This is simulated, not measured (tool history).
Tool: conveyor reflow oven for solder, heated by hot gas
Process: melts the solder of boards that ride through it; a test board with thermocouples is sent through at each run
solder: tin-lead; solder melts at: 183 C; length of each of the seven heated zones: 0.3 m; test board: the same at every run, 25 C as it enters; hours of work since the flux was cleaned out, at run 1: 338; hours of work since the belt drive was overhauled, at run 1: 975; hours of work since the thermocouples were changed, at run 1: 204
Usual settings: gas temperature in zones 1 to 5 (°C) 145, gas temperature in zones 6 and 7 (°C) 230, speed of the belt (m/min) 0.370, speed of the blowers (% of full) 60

| run | hour | gas temperature in zones 1 to 5 (°C) | gas temperature in zones 6 and 7 (°C) | speed of the belt (m/min) | speed of the blowers (% of full) | hours of work since the flux was cleaned out | hours of work since the belt drive was overhauled | hours of work since the thermocouples were changed | highest temperature of the board (°C) | time above the solder's melting point (s) |
|---|---|---|---|---|---|---|---|---|---|---|
| 1 | 0.0 | 145 | 230 | 0.370 | 60 | 338 | 975 | 204 | 210.7 | 67.8 |
| 2 | 24.8 | 145 | 230 | 0.370 | 60 | 358 | 994 | 223 | 210.8 | 69.0 |
| 3 | 53.5 | 145 | 230 | 0.370 | 65 | 380 | 1016 | 246 | 211.9 | 70.9 |
| 4 | 74.6 | 145 | 230 | 0.370 | 65 | 396 | 1033 | 262 | 211.4 | 70.1 |
| 5 | 92.9 | 145 | 230 | 0.370 | 65 | 411 | 1047 | 276 | 211.3 | 70.6 |
| 6 | 128.2 | 145 | 230 | 0.370 | 60 | 438 | 1074 | 304 | 210.6 | 69.4 |
|  | 153.6 | flux residue cleaned out of gas plates and filters |
| 7 | 167.8 | 145 | 230 | 0.370 | 60 | 11 | 1101 | 331 | 213.8 | 74.4 |
| 8 | 204.5 | 145 | 230 | 0.370 | 60 | 40 | 1130 | 359 | 213.9 | 74.0 |
| 9 | 229.4 | 145 | 230 | 0.370 | 60 | 59 | 1149 | 378 | 214.3 | 73.5 |
| 10 | 256.3 | 145 | 230 | 0.370 | 60 | 80 | 1170 | 399 | 214.9 | 73.7 |
| 11 | 276.5 | 145 | 221 | 0.370 | 60 | 95 | 1186 | 415 | 206.7 | 64.5 |
| 12 | 294.9 | 145 | 230 | 0.370 | 60 | 110 | 1200 | 429 | 213.6 | 74.0 |
|  | 308.6 | belt drive overhauled, speed set with a stopwatch |
| 13 | 321.6 | 160 | 230 | 0.370 | 60 | 127 | 10 | 447 | 216.6 | 83.1 |
| 14 | 357.1 | 151 | 230 | 0.370 | 60 | 155 | 38 | 474 | 213.6 | 76.0 |
| 15 | 397.4 | 145 | 230 | 0.359 | 60 | 186 | 69 | 506 | 213.5 | 74.7 |
| 16 | 427.5 | 145 | 230 | 0.359 | 60 | 210 | 92 | 529 | 213.5 | 73.6 |
| 17 | 453.2 | 145 | 233 | 0.359 | 88 | 230 | 112 | 549 | 221.8 | 82.1 |

Forecast run 18:
| 18 | 473.1 | 145 | 233 | 0.359 | 88 | 245 | 128 | 565 | ? | ? |

{"run 18": {"highest temperature of the board (°C)": 221.0, "time above the solder's melting point (s)": 82.0}}
Without the tool's hidden state the same run would have given highest temperature of the board (°C) 221.3, time above the solder's melting point (s) 82.6.

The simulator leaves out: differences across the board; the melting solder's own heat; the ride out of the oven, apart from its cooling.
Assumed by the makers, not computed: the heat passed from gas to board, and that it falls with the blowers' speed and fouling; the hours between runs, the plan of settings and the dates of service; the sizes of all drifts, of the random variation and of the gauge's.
